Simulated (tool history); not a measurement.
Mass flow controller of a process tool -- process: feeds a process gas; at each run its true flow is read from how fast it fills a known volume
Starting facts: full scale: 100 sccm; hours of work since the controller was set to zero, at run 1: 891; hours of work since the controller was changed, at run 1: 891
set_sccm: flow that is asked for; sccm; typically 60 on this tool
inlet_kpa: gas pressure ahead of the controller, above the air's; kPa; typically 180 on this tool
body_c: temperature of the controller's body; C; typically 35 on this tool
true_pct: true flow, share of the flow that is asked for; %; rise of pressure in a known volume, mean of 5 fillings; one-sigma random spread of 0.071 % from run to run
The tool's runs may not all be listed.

run,hour,set_sccm,inlet_kpa,body_c,hours of work since the controller was set to zero,hours of work since the controller was changed,true_pct
1,0.0,60,180,35,891,891,100.69
2,235.6,60,180,35,985,985,100.42
3,363.6,60,180,35,1035,1035,100.44
4,588.3,60,180,39,1125,1125,100.81
5,854.2,60,143,35,1230,1230,100.60
6,1047.2,60,143,35,1307,1307,100.63
7,1263.3,60,143,35,1392,1392,100.48
8,1426.3,19,143,35,1457,1457,99.95
9,1694.6,19,143,35,1564,1564,100.00
10,1834.7,19,143,35,1619,1619,99.85
11,2107.6,60,180,37,1727,1727,100.19
12,2374.2,60,180,35,1833,1833,99.92
13,2633.4,60,180,35,1936,1936,99.77
14,2907.1,60,204,35,2045,2045,99.48
15,3111.3,60,204,35,2126,2126,99.58
16,3299.7,24,180,35,2201,2201,99.34
17,3448.5,60,163,35,2260,2260,99.99
18,3626.1,60,163,35,2330,2330,99.76
19,3855.5,60,163,35,2421,2421,99.68
20,3975.2,60,163,35,2469,2469,99.65
21,4165.8,60,163,35,2544,2544,99.54
22,4426.9,60,163,35,2648,2648,99.53
23,4661.0,60,163,35,2741,2741,99.51
24,4915.5,60,163,35,2842,2842,99.44
25,5179.9,60,248,35,2947,2947,98.72
26,5444.4,19,275,24,3052,3052,97.34
27,5664.9,37,275,24,3139,3139,97.47
28,5861.8,37,275,24,3217,3217,97.40
29,6015.1,37,275,24,3278,3278,97.27
30,6139.3,60,180,35,3327,3327,99.01
31,6351.9,20,180,30,3412,3412,98.19
# hour 6383.3: gauge calibrated
32,6598.5,18,258,21,3510,3510,98.35
33,6872.1,60,220,24,3618,3618,99.37
34,6997.1,60,220,24,3668,3668,99.40
35,7201.0,60,212,24,3749,3749,99.36
36,7336.3,60,212,24,3802,3802,99.29
37,7494.9,21,196,35,3865,3865,99.76
38,7620.7,60,204,35,3915,3915,99.95
39,7803.0,60,204,35,3988,3988,100.00
40,8033.2,60,204,35,4079,4079,99.93
41,8150.4,64,208,36,4125,4125,99.98
42,8406.7,18,235,35,4227,4227,99.21
43,8656.9,32,235,27,4326,4326,98.60
44,8788.2,32,235,27,4378,4378,98.69
45,9030.7,60,219,36,4475,4475,99.67
46,9211.8,60,219,36,4547,4547,99.60
47,9457.9,30,163,22,4644,4644,98.58

Below are 3 alternative next runs, each starting from the tool's condition after run 47. Predict each:
# hour 9531.3: gauge calibrated
A,9640.3,26,180,29,4717,4717,?
# hour 9531.3: gauge calibrated
B,9640.3,60,210,25,4717,4717,?
# hour 9531.3: gauge calibrated
C,9640.3,86,180,35,4717,4717,?

run,true_pct
A,99.54
B,99.47
C,100.73
Had the tool no hidden state, the same runs would have come out as:
run,true_pct
A,99.58
B,99.50
C,100.76

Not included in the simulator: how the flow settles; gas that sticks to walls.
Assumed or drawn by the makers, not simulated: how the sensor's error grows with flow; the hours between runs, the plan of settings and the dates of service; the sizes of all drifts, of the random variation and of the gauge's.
